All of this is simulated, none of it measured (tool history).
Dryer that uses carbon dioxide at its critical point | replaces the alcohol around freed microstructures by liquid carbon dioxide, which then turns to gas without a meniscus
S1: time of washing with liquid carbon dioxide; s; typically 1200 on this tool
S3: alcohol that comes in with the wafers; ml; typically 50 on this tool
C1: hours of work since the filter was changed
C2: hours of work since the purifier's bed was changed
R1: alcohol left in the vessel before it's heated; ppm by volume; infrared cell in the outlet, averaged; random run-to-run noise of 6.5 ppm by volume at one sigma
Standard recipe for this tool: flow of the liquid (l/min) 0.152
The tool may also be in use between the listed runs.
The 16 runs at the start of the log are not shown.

run 17 hour=200 | S1=1680 flow_of_the_liquid_(l/min)=0.152 S3=50 | C1=253 C2=218 | R1=87
run 18 hour=210.1 | S1=1200 flow_of_the_liquid_(l/min)=0.1 S3=50 | C1=260 C2=225 | R1=3137
-- hour=215 inlet filter changed
run 19 hour=229.2 | S1=1200 flow_of_the_liquid_(l/min)=0.1 S3=50 | C1=10 C2=237 | R1=2423
run 20 hour=240.4 | S1=1200 flow_of_the_liquid_(l/min)=0.152 S3=50 | C1=17 C2=245 | R1=341
run 21 hour=258.9 | S1=1320 flow_of_the_liquid_(l/min)=0.132 S3=50 | C1=30 C2=258 | R1=453
run 22 hour=276.2 | S1=1200 flow_of_the_liquid_(l/min)=0.152 S3=50 | C1=42 C2=269 | R1=352
run 23 hour=286.2 | S1=780 flow_of_the_liquid_(l/min)=0.152 S3=33 | C1=48 C2=276 | R1=1572
run 24 hour=303.5 | S1=780 flow_of_the_liquid_(l/min)=0.152 S3=33 | C1=60 C2=288 | R1=1608
run 25 hour=321.8 | S1=780 flow_of_the_liquid_(l/min)=0.152 S3=33 | C1=73 C2=300 | R1=1598
run 26 hour=333.6 | S1=780 flow_of_the_liquid_(l/min)=0.152 S3=33 | C1=81 C2=308 | R1=1622
run 27 hour=341.8 | S1=1080 flow_of_the_liquid_(l/min)=0.103 S3=88 | C1=86 C2=314 | R1=5803
run 28 hour=352.5 | S1=1080 flow_of_the_liquid_(l/min)=0.103 S3=88 | C1=93 C2=321 | R1=5787
run 29 hour=363.1 | S1=1080 flow_of_the_liquid_(l/min)=0.103 S3=88 | C1=101 C2=328 | R1=5998
run 30 hour=374.8 | S1=1080 flow_of_the_liquid_(l/min)=0.103 S3=88 | C1=109 C2=336 | R1=6084
run 31 hour=392.2 | S1=1200 flow_of_the_liquid_(l/min)=0.152 S3=20 | C1=120 C2=348 | R1=203
run 32 hour=401.3 | S1=1200 flow_of_the_liquid_(l/min)=0.17 S3=93 | C1=127 C2=354 | R1=371
run 33 hour=409.3 | S1=1200 flow_of_the_liquid_(l/min)=0.152 S3=33 | C1=132 C2=360 | R1=292
run 34 hour=427.7 | S1=1200 flow_of_the_liquid_(l/min)=0.152 S3=33 | C1=145 C2=372 | R1=306
run 35 hour=441.3 | S1=1200 flow_of_the_liquid_(l/min)=0.152 S3=33 | C1=154 C2=382 | R1=301
run 36 hour=453.6 | S1=1200 flow_of_the_liquid_(l/min)=0.152 S3=33 | C1=162 C2=390 | R1=309
run 37 hour=465.7 | S1=1200 flow_of_the_liquid_(l/min)=0.152 S3=33 | C1=171 C2=398 | R1=305
run 38 hour=482.4 | S1=720 flow_of_the_liquid_(l/min)=0.118 S3=58 | C1=182 C2=410 | R1=8896
run 39 hour=491.9 | S1=1200 flow_of_the_liquid_(l/min)=0.152 S3=59 | C1=188 C2=416 | R1=524
run 40 hour=500.2 | S1=1260 flow_of_the_liquid_(l/min)=0.152 S3=111 | C1=194 C2=422 | R1=719

Each row is a separate what-if for the run after 40, all from the same tool condition, not one after another. Results?
run A hour=516.1 | S1=780 flow_of_the_liquid_(l/min)=0.112 S3=80 | C1=205 C2=432 | R1=?
run B hour=516.1 | S1=1260 flow_of_the_liquid_(l/min)=0.116 S3=50 | C1=205 C2=432 | R1=?
run C hour=516.1 | S1=1020 flow_of_the_liquid_(l/min)=0.152 S3=43 | C1=205 C2=432 | R1=?
run D hour=516.1 | S1=1140 flow_of_the_liquid_(l/min)=0.125 S3=47 | C1=205 C2=432 | R1=?
run E hour=516.1 | S1=960 flow_of_the_liquid_(l/min)=0.095 S3=51 | C1=205 C2=432 | R1=?

run=A R1=12069
run=B R1=1321
run=C R1=856
run=D R1=1351
run=E R1=7283
What these runs would have given with no unlogged condition in the tool:
run=A R1=10296
run=B R1=967
run=C R1=593
run=D R1=996
run=E R1=6157
